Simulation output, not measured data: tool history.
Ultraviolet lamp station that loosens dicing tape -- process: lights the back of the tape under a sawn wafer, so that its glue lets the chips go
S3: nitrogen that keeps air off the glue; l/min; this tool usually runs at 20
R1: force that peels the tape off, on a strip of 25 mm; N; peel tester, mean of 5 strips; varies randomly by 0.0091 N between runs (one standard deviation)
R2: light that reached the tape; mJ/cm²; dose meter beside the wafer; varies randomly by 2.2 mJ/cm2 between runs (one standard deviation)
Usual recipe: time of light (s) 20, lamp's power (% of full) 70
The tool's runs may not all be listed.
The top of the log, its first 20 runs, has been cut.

{"run": 21, "hour": 688.5, "time of light (s)": 20, "lamp's power (% of full)": 80, "S3": 20, "R1": 0.308, "R2": 226}
{"hour": 716.9, "done": "window cleaned of glue's vapour"}
{"run": 22, "hour": 724.5, "time of light (s)": 20, "lamp's power (% of full)": 80, "S3": 20, "R1": 0.316, "R2": 225}
{"run": 23, "hour": 770.5, "time of light (s)": 31, "lamp's power (% of full)": 70, "S3": 15, "R1": 0.247, "R2": 308}
{"run": 24, "hour": 791.4, "time of light (s)": 22, "lamp's power (% of full)": 94, "S3": 20, "R1": 0.241, "R2": 288}
{"run": 25, "hour": 817.0, "time of light (s)": 22, "lamp's power (% of full)": 94, "S3": 20, "R1": 0.24, "R2": 291}
{"run": 26, "hour": 847.7, "time of light (s)": 22, "lamp's power (% of full)": 94, "S3": 20, "R1": 0.237, "R2": 294}
{"run": 27, "hour": 879.7, "time of light (s)": 22, "lamp's power (% of full)": 94, "S3": 20, "R1": 0.236, "R2": 293}
{"run": 28, "hour": 924.7, "time of light (s)": 18, "lamp's power (% of full)": 91, "S3": 11, "R1": 0.359, "R2": 232}
{"run": 29, "hour": 969.9, "time of light (s)": 22, "lamp's power (% of full)": 100, "S3": 34, "R1": 0.219, "R2": 310}
{"run": 30, "hour": 1004.8, "time of light (s)": 11, "lamp's power (% of full)": 70, "S3": 13, "R1": 1.317, "R2": 109}
{"run": 31, "hour": 1043.2, "time of light (s)": 11, "lamp's power (% of full)": 70, "S3": 13, "R1": 1.299, "R2": 109}
{"run": 32, "hour": 1077.5, "time of light (s)": 12, "lamp's power (% of full)": 67, "S3": 20, "R1": 1.024, "R2": 114}
{"run": 33, "hour": 1097.1, "time of light (s)": 39, "lamp's power (% of full)": 78, "S3": 24, "R1": 0.204, "R2": 433}
{"run": 34, "hour": 1135.4, "time of light (s)": 39, "lamp's power (% of full)": 78, "S3": 24, "R1": 0.22, "R2": 426}
{"run": 35, "hour": 1156.7, "time of light (s)": 39, "lamp's power (% of full)": 92, "S3": 10, "R1": 0.21, "R2": 507}
{"run": 36, "hour": 1191.0, "time of light (s)": 39, "lamp's power (% of full)": 92, "S3": 10, "R1": 0.2, "R2": 505}
{"run": 37, "hour": 1232.5, "time of light (s)": 17, "lamp's power (% of full)": 92, "S3": 18, "R1": 0.34, "R2": 221}
{"run": 38, "hour": 1275.2, "time of light (s)": 13, "lamp's power (% of full)": 71, "S3": 23, "R1": 0.779, "R2": 126}
{"run": 39, "hour": 1314.5, "time of light (s)": 17, "lamp's power (% of full)": 96, "S3": 6, "R1": 0.493, "R2": 224}
{"run": 40, "hour": 1334.0, "time of light (s)": 11, "lamp's power (% of full)": 95, "S3": 20, "R1": 0.627, "R2": 147}
{"run": 41, "hour": 1366.3, "time of light (s)": 11, "lamp's power (% of full)": 95, "S3": 20, "R1": 0.656, "R2": 148}
{"run": 42, "hour": 1390.2, "time of light (s)": 21, "lamp's power (% of full)": 70, "S3": 20, "R1": 0.345, "R2": 209}
{"run": 43, "hour": 1433.2, "time of light (s)": 20, "lamp's power (% of full)": 81, "S3": 20, "R1": 0.297, "R2": 232}
{"run": 44, "hour": 1453.4, "time of light (s)": 27, "lamp's power (% of full)": 74, "S3": 21, "R1": 0.243, "R2": 287}

Below are 3 alternative next runs, each starting from the tool's condition after run 44. Predict each:
{"run": "A", "hour": 1482.2, "time of light (s)": 14, "lamp's power (% of full)": 92, "S3": 8, "R1": "?", "R2": "?"}
{"run": "B", "hour": 1482.2, "time of light (s)": 13, "lamp's power (% of full)": 70, "S3": 19, "R1": "?", "R2": "?"}
{"run": "C", "hour": 1482.2, "time of light (s)": 37, "lamp's power (% of full)": 74, "S3": 21, "R1": "?", "R2": "?"}

run=A R1=0.684 R2=183
run=B R1=0.833 R2=131
run=C R1=0.208 R2=385
With no hidden state in the tool, these same runs would have given:
run=A R1=0.68 R2=183
run=B R1=0.828 R2=131
run=C R1=0.208 R2=386

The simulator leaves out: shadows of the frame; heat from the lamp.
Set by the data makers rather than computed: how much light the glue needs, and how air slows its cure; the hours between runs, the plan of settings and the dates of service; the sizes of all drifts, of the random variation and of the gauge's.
